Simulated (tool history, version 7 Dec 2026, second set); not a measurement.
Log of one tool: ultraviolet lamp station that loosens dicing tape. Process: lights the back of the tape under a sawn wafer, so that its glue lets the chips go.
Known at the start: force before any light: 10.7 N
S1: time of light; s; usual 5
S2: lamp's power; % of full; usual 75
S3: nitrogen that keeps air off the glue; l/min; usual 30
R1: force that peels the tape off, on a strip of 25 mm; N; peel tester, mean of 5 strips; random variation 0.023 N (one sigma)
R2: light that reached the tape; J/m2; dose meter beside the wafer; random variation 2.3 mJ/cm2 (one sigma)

run 1 hour=0 | S1=5 S2=75 S3=30 | R1=1.269 R2=2120
run 2 hour=8.7 | S1=5 S2=75 S3=30 | R1=1.252 R2=2090
run 3 hour=15.1 | S1=5 S2=75 S3=30 | R1=1.241 R2=2060
run 4 hour=21.2 | S1=5 S2=75 S3=30 | R1=1.265 R2=2100
run 5 hour=25.6 | S1=5 S2=75 S3=30 | R1=1.233 R2=2100
run 6 hour=32.1 | S1=5 S2=75 S3=30 | R1=1.267 R2=2130
run 7 hour=38.8 | S1=5 S2=75 S3=30 | R1=1.252 R2=2120
run 8 hour=45.4 | S1=5 S2=88 S3=30 | R1=0.907 R2=2450
run 9 hour=50.4 | S1=5 S2=88 S3=30 | R1=0.857 R2=2440
run 10 hour=59.7 | S1=5 S2=85 S3=30 | R1=1.013 R2=2300
run 11 hour=69.2 | S1=5 S2=75 S3=30 | R1=1.279 R2=2090
run 12 hour=77.5 | S1=5 S2=75 S3=30 | R1=1.328 R2=2090
run 13 hour=85.4 | S1=5 S2=75 S3=30 | R1=1.283 R2=2060
run 14 hour=90.6 | S1=5 S2=75 S3=30 | R1=1.289 R2=2060
run 15 hour=95 | S1=5 S2=94 S3=30 | R1=0.797 R2=2640
run 16 hour=101.1 | S1=5 S2=75 S3=43 | R1=1.014 R2=2070
run 17 hour=110.1 | S1=5 S2=75 S3=43 | R1=1.029 R2=2090
run 18 hour=114.9 | S1=5 S2=75 S3=43 | R1=1.004 R2=2060
run 19 hour=122 | S1=3 S2=75 S3=43 | R1=2.515 R2=1230
run 20 hour=128.5 | S1=3 S2=75 S3=43 | R1=2.662 R2=1180
run 21 hour=137.6 | S1=3 S2=75 S3=43 | R1=2.486 R2=1260
run 22 hour=146.6 | S1=3 S2=75 S3=43 | R1=2.578 R2=1210
run 23 hour=152.9 | S1=3 S2=75 S3=43 | R1=2.663 R2=1250
run 24 hour=159.1 | S1=5 S2=96 S3=56 | R1=0.472 R2=2610
run 25 hour=168.7 | S1=3 S2=83 S3=30 | R1=2.605 R2=1340
run 26 hour=176.5 | S1=5 S2=62 S3=13 | R1=3.2 R2=1680
run 27 hour=184.1 | S1=5 S2=75 S3=55 | R1=0.902 R2=1990
run 28 hour=191.4 | S1=5 S2=75 S3=55 | R1=0.92 R2=2020
run 29 hour=195.4 | S1=4 S2=73 S3=30 | R1=2.167 R2=1550
run 30 hour=203.7 | S1=6 S2=89 S3=18 | R1=0.988 R2=2830
run 31 hour=208.7 | S1=3 S2=64 S3=25 | R1=3.937 R2=1010
run 32 hour=218.1 | S1=3 S2=64 S3=25 | R1=3.881 R2=1050
run 33 hour=224.9 | S1=4 S2=91 S3=12 | R1=2.706 R2=1930
run 34 hour=231.3 | S1=5 S2=85 S3=17 | R1=1.649 R2=2280
run 35 hour=237.6 | S1=9 S2=67 S3=31 | R1=0.438 R2=3210
run 36 hour=245.9 | S1=3 S2=89 S3=35 | R1=2.252 R2=1440
run 37 hour=251.9 | S1=2 S2=67 S3=31 | R1=4.993 R2=710
run 38 hour=257.8 | S1=2 S2=67 S3=31 | R1=4.927 R2=710
run 39 hour=266.6 | S1=3 S2=67 S3=10 | R1=5.24 R2=1080
run 40 hour=270.6 | S1=5 S2=83 S3=30 | R1=1.151 R2=2210
run 41 hour=276.8 | S1=5 S2=83 S3=30 | R1=1.174 R2=2210
run 42 hour=286 | S1=5 S2=77 S3=30 | R1=1.349 R2=2020
run 43 hour=291.9 | S1=5 S2=77 S3=30 | R1=1.355 R2=2060
run 44 hour=296.1 | S1=7 S2=75 S3=25 | R1=0.804 R2=2770

4 ways to go on from here, each from the tool as it stands after run 44. What would each give?
run A hour=300.9 | S1=2 S2=77 S3=25 | R1=? R2=?
run B hour=300.9 | S1=7 S2=82 S3=54 | R1=? R2=?
run C hour=300.9 | S1=3 S2=75 S3=50 | R1=? R2=?
run D hour=300.9 | S1=6 S2=89 S3=30 | R1=? R2=?

run=A R1=4.857 R2=810
run=B R1=0.318 R2=3020
run=C R1=2.583 R2=1160
run=D R1=0.649 R2=2810
Without the tool's hidden state the same runs would have given:
run=A R1=4.401 R2=910
run=B R1=0.23 R2=3400
run=C R1=2.161 R2=1310
run=D R1=0.473 R2=3170

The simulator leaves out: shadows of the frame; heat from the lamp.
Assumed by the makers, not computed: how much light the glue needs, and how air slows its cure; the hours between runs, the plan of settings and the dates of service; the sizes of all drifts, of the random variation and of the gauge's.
